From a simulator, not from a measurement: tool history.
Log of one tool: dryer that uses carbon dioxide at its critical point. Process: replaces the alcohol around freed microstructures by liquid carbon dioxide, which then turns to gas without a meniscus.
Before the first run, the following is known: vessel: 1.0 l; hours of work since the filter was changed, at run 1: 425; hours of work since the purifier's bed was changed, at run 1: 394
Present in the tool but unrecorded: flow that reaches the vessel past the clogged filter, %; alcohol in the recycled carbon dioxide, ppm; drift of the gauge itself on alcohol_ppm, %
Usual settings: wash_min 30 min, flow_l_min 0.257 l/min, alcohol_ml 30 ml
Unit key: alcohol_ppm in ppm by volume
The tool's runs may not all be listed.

run   hour  wash_min  flow_l_min  alcohol_ml  hours of work since the filter was changed  hours of work since the purifier's bed was changed  alcohol_ppm
  1    0.0        30       0.257          30                                         425                                                 394          255
  2   14.2        30       0.257          30                                         435                                                 404          274
  3   25.6        30       0.257          22                                         443                                                 412          261
  4   34.1        30       0.257          22                                         449                                                 418          261
  5   42.2        30       0.257          22                                         455                                                 424          277
  6   52.9        30       0.257          22                                         462                                                 432          269
  7   64.1        30       0.257          22                                         470                                                 440          278
  8   80.3        30       0.155          22                                         482                                                 451          806
  9   94.9        22       0.257          30                                         492                                                 461          564
 10  105.4        22       0.257          30                                         499                                                 469          556
 11  114.7        30       0.257          71                                         506                                                 475          379
     119.6  -- inlet filter changed
 12  131.8        30       0.257          30                                           9                                                 487          283
 13  140.2        30       0.257          30                                          15                                                 493          294
 14  152.4        30       0.257          30                                          23                                                 501          294
 15  160.5        30       0.257         102                                          29                                                 507          338
 16  167.5        30       0.257         102                                          34                                                 512          344
 17  175.3        30       0.257          69                                          39                                                 518          330
 18  187.4        30       0.257         115                                          48                                                 526          363
 19  199.8        30       0.257         115                                          57                                                 535          377
 20  211.3        30       0.257          30                                          65                                                 543          315
     219.8  -- purifier's bed changed
 21  227.1        30       0.257          30                                          74                                                   5           31
 22  239.9        30       0.257          30                                          83                                                  14           33
 23  253.6        30       0.257          30                                          93                                                  24           43
 24  265.9        30       0.257          30                                         101                                                  33           46
 25  273.5        23       0.275          30                                         107                                                  38          121
 26  284.9        27       0.319          45                                         115                                                  46           48
 27  294.7        33       0.412          51                                         122                                                  53           28
 28  304.0        33       0.412          51                                         128                                                  60           34
 29  320.6        33       0.412          51                                         140                                                  71           46
 30  331.4        33       0.412          51                                         148                                                  79           51
 31  339.2        47       0.285          22                                         153                                                  85           54
 32  348.9        30       0.351          61                                         160                                                  91           58
 33  357.0        30       0.351          61                                         166                                                  97           69
 34  365.1        19       0.278          30                                         172                                                 103          323
 35  376.8        19       0.278          30                                         180                                                 111          327
 36  389.7        19       0.278          30                                         189                                                 120          336
 37  403.7        19       0.278          30                                         199                                                 130          352
 38  415.5        20       0.221         103                                         207                                                 139         2137

Expected results for the next run?
 39  424.5        20       0.221         103                                         214                                                 145            ?

alcohol_ppm: 2204 ppm by volume
With no hidden state in the tool, this same run would have given alcohol_ppm 1561 ppm by volume.
